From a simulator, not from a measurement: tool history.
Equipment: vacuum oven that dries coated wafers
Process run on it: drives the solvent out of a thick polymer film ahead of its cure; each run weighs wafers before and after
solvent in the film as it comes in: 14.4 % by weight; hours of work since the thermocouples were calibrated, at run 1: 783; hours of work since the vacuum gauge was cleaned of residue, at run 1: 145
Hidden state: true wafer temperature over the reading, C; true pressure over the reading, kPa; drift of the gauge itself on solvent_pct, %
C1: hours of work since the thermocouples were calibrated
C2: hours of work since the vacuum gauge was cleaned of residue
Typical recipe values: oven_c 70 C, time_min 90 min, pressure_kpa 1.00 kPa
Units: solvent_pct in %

run 1 hour=0.0 | oven_c=70 time_min=90 pressure_kpa=1.00 | C1=783 C2=145 | solvent_pct=1.12
run 2 hour=26.9 | oven_c=70 time_min=90 pressure_kpa=1.00 | C1=798 C2=160 | solvent_pct=1.11
run 3 hour=82.7 | oven_c=70 time_min=90 pressure_kpa=1.00 | C1=829 C2=191 | solvent_pct=1.15
run 4 hour=119.8 | oven_c=70 time_min=90 pressure_kpa=0.56 | C1=850 C2=212 | solvent_pct=0.99
run 5 hour=174.9 | oven_c=70 time_min=90 pressure_kpa=0.56 | C1=881 C2=243 | solvent_pct=1.11
run 6 hour=229.1 | oven_c=70 time_min=90 pressure_kpa=0.56 | C1=911 C2=274 | solvent_pct=1.06
run 7 hour=266.3 | oven_c=55 time_min=90 pressure_kpa=1.00 | C1=932 C2=294 | solvent_pct=5.09
run 8 hour=295.6 | oven_c=55 time_min=90 pressure_kpa=1.00 | C1=949 C2=311 | solvent_pct=5.12
run 9 hour=329.3 | oven_c=70 time_min=90 pressure_kpa=1.00 | C1=968 C2=330 | solvent_pct=1.23
run 10 hour=381.5 | oven_c=70 time_min=90 pressure_kpa=1.00 | C1=997 C2=359 | solvent_pct=1.23
run 11 hour=404.8 | oven_c=70 time_min=84 pressure_kpa=1.29 | C1=1010 C2=372 | solvent_pct=1.49
run 12 hour=437.1 | oven_c=70 time_min=84 pressure_kpa=0.78 | C1=1028 C2=390 | solvent_pct=1.31
run 13 hour=479.2 | oven_c=71 time_min=48 pressure_kpa=0.72 | C1=1052 C2=414 | solvent_pct=2.99
run 14 hour=522.6 | oven_c=72 time_min=50 pressure_kpa=1.00 | C1=1076 C2=438 | solvent_pct=2.63
run 15 hour=557.5 | oven_c=62 time_min=153 pressure_kpa=2.55 | C1=1096 C2=458 | solvent_pct=1.94
run 16 hour=587.9 | oven_c=70 time_min=55 pressure_kpa=1.88 | C1=1113 C2=475 | solvent_pct=3.02
run 17 hour=640.7 | oven_c=82 time_min=107 pressure_kpa=0.85 | C1=1142 C2=505 | solvent_pct=0.14
run 18 hour=683.6 | oven_c=82 time_min=132 pressure_kpa=1.41 | C1=1167 C2=529 | solvent_pct=0.27
run 19 hour=717.8 | oven_c=62 time_min=99 pressure_kpa=1.00 | C1=1186 C2=548 | solvent_pct=2.73

Alternative continuations, all from the tool just after run 19; predict every row:
run A hour=744.1 | oven_c=62 time_min=128 pressure_kpa=1.00 | C1=1201 C2=563 | solvent_pct=?
run B hour=744.1 | oven_c=70 time_min=90 pressure_kpa=0.77 | C1=1201 C2=563 | solvent_pct=?
run C hour=744.1 | oven_c=66 time_min=59 pressure_kpa=1.00 | C1=1201 C2=563 | solvent_pct=?
run D hour=744.1 | oven_c=70 time_min=72 pressure_kpa=1.00 | C1=1201 C2=563 | solvent_pct=?

run=A solvent_pct=1.91
run=B solvent_pct=1.25
run=C solvent_pct=3.61
run=D solvent_pct=1.87
Stripped of hidden state, with their random variation kept, the same runs would have yielded:
run=A solvent_pct=1.45
run=B solvent_pct=0.91
run=C solvent_pct=3.01
run=D solvent_pct=1.42
